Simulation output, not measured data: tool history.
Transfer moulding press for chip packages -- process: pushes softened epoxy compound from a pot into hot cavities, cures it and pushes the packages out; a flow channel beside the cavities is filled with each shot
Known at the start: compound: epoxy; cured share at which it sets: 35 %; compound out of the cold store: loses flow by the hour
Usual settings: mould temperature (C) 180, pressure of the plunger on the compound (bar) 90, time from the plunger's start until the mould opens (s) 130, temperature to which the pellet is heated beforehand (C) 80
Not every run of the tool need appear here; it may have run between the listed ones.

run,hour,mould temperature (C),pressure of the plunger on the compound (bar),time from the plunger's start until the mould opens (s),temperature to which the pellet is heated beforehand (C),incoming compound's hours out of the cold store,length that the compound runs in the flow channel (mm),greatest force on the pins that push the packages out (N)
1,0,180,90,130,80,22.3,832,829
# hour 32.7: cavities cleaned with cleaning compound and waxed
2,54.4,180,90,130,80,27.6,811,583
3,107.4,180,90,130,87,22.8,815,777
# hour 175.7: cavities cleaned with cleaning compound and waxed
4,187.4,180,90,130,87,31.2,791,516
5,228.8,180,90,126,80,27.6,788,736
# hour 236.3: mould's thermocouples calibrated
6,266.7,180,90,130,80,19.2,820,783
7,300.3,180,97.3,130,80,39.5,790,839
# hour 318.4: cavities cleaned with cleaning compound and waxed
8,350.5,180,97.3,130,80,30.8,811,627
9,418,187,90.1,141,84,38.9,726,710
# hour 461.8: cavities cleaned with cleaning compound and waxed
10,461.9,185,90,130,72,29.4,758,434
11,511.3,185,90,140,85,43.6,710,625
12,573.7,185,88.5,150,73,46.2,697,759
# hour 601.7: cavities cleaned with cleaning compound and waxed
13,608.7,185,88.5,150,73,38.7,710,471
# hour 637: mould's thermocouples calibrated, once more
14,670.2,187,79.8,112,79,45.7,651,720
15,707.5,187,79.8,112,79,11.8,730,799

Each row is a separate what-if for the run after 15, all from the same tool condition, not one after another. Results?
# hour 744.5: cavities cleaned with cleaning compound and waxed
A,772.1,173,90,130,80,34.8,?,?
# hour 744.5: cavities cleaned with cleaning compound and waxed
B,772.1,180,90,129,80,13.2,?,?
# hour 744.5: cavities cleaned with cleaning compound and waxed
C,772.1,174,76.3,153,79,42.7,?,?

run,length that the compound runs in the flow channel (mm),greatest force on the pins that push the packages out (N)
A,734,837
B,780,639
C,666,604
Without the tool's unlogged condition, the same runs would have read:
run,length that the compound runs in the flow channel (mm),greatest force on the pins that push the packages out (N)
A,816,654
B,867,500
C,741,471
